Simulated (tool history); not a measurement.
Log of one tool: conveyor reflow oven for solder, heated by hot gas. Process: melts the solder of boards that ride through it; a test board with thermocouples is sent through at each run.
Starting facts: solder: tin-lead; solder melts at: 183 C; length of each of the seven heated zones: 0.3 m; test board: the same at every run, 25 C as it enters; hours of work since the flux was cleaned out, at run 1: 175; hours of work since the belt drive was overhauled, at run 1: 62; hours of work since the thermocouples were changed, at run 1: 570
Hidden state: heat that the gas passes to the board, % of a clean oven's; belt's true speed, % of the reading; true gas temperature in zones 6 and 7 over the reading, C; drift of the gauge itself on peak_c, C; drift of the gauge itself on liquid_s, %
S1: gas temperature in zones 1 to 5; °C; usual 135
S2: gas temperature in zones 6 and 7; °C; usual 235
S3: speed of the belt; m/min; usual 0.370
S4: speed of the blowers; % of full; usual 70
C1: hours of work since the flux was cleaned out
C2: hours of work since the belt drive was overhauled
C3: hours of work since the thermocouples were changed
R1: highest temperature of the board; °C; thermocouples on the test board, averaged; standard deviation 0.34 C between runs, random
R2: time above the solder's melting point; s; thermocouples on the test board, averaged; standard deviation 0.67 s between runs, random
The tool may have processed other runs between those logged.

run 1 hour=0.0 | S1=135 S2=235 S3=0.370 S4=70 | C1=175 C2=62 C3=570 | R1=220.6 R2=76.2
run 2 hour=25.5 | S1=135 S2=235 S3=0.370 S4=70 | C1=195 C2=83 C3=591 | R1=220.8 R2=77.2
-- hour=32.5 flux residue cleaned out of gas plates and filters
run 3 hour=55.5 | S1=135 S2=235 S3=0.370 S4=70 | C1=18 C2=102 C3=610 | R1=221.1 R2=77.2
run 4 hour=71.4 | S1=135 S2=235 S3=0.370 S4=70 | C1=31 C2=115 C3=623 | R1=220.9 R2=77.1
run 5 hour=97.9 | S1=135 S2=235 S3=0.370 S4=67 | C1=52 C2=136 C3=644 | R1=220.6 R2=74.6
run 6 hour=111.7 | S1=125 S2=235 S3=0.370 S4=67 | C1=63 C2=147 C3=655 | R1=219.2 R2=69.4
run 7 hour=127.0 | S1=125 S2=235 S3=0.370 S4=67 | C1=75 C2=159 C3=667 | R1=218.9 R2=70.1
run 8 hour=150.7 | S1=125 S2=235 S3=0.370 S4=67 | C1=94 C2=178 C3=686 | R1=218.7 R2=69.8
run 9 hour=164.1 | S1=135 S2=235 S3=0.370 S4=55 | C1=105 C2=189 C3=697 | R1=216.8 R2=72.4
run 10 hour=185.4 | S1=135 S2=235 S3=0.370 S4=55 | C1=122 C2=206 C3=714 | R1=217.4 R2=70.3
run 11 hour=203.9 | S1=135 S2=235 S3=0.370 S4=55 | C1=136 C2=221 C3=729 | R1=217.4 R2=72.0
run 12 hour=227.2 | S1=135 S2=235 S3=0.370 S4=69 | C1=155 C2=239 C3=747 | R1=220.9 R2=76.6
run 13 hour=245.4 | S1=135 S2=235 S3=0.370 S4=69 | C1=169 C2=254 C3=762 | R1=221.1 R2=76.6
run 14 hour=260.5 | S1=135 S2=235 S3=0.370 S4=69 | C1=181 C2=266 C3=774 | R1=220.6 R2=76.6
-- hour=285.2 flux residue cleaned out of gas plates and filters
run 15 hour=291.5 | S1=135 S2=235 S3=0.370 S4=69 | C1=5 C2=286 C3=794 | R1=222.2 R2=77.9
run 16 hour=314.1 | S1=135 S2=235 S3=0.370 S4=69 | C1=23 C2=304 C3=812 | R1=222.1 R2=76.7
run 17 hour=329.8 | S1=135 S2=235 S3=0.370 S4=69 | C1=35 C2=317 C3=825 | R1=221.6 R2=77.9
-- hour=335.5 belt drive overhauled, speed set with a stopwatch
run 18 hour=352.9 | S1=135 S2=235 S3=0.370 S4=69 | C1=51 C2=14 C3=840 | R1=222.2 R2=78.1
run 19 hour=370.2 | S1=135 S2=235 S3=0.370 S4=69 | C1=64 C2=28 C3=854 | R1=222.2 R2=77.3
run 20 hour=389.7 | S1=135 S2=235 S3=0.370 S4=69 | C1=80 C2=43 C3=869 | R1=221.7 R2=77.8
run 21 hour=411.5 | S1=135 S2=234 S3=0.315 S4=83 | C1=97 C2=60 C3=887 | R1=227.9 R2=101.3
-- hour=429.3 belt drive overhauled, speed set with a stopwatch, once more
run 22 hour=435.2 | S1=135 S2=234 S3=0.315 S4=83 | C1=113 C2=5 C3=902 | R1=227.6 R2=97.3
run 23 hour=452.9 | S1=135 S2=235 S3=0.386 S4=63 | C1=127 C2=19 C3=916 | R1=218.9 R2=70.9
run 24 hour=467.5 | S1=129 S2=225 S3=0.386 S4=63 | C1=139 C2=30 C3=928 | R1=208.8 R2=56.3
run 25 hour=478.5 | S1=135 S2=223 S3=0.384 S4=70 | C1=147 C2=39 C3=937 | R1=210.2 R2=62.3
run 26 hour=490.7 | S1=135 S2=223 S3=0.315 S4=82 | C1=157 C2=49 C3=946 | R1=217.9 R2=88.2
run 27 hour=504.8 | S1=135 S2=223 S3=0.315 S4=82 | C1=168 C2=60 C3=958 | R1=217.4 R2=88.5

The next listed run, before its measurement:
run 28 hour=524.7 | S1=135 S2=223 S3=0.315 S4=82 | C1=184 C2=76 C3=973 | R1=? R2=?

R1: 216.6 °C
R2: 88.2 s
With no hidden state in the tool, this same run would have given R1 214.6 °C, R2 86.2 s.

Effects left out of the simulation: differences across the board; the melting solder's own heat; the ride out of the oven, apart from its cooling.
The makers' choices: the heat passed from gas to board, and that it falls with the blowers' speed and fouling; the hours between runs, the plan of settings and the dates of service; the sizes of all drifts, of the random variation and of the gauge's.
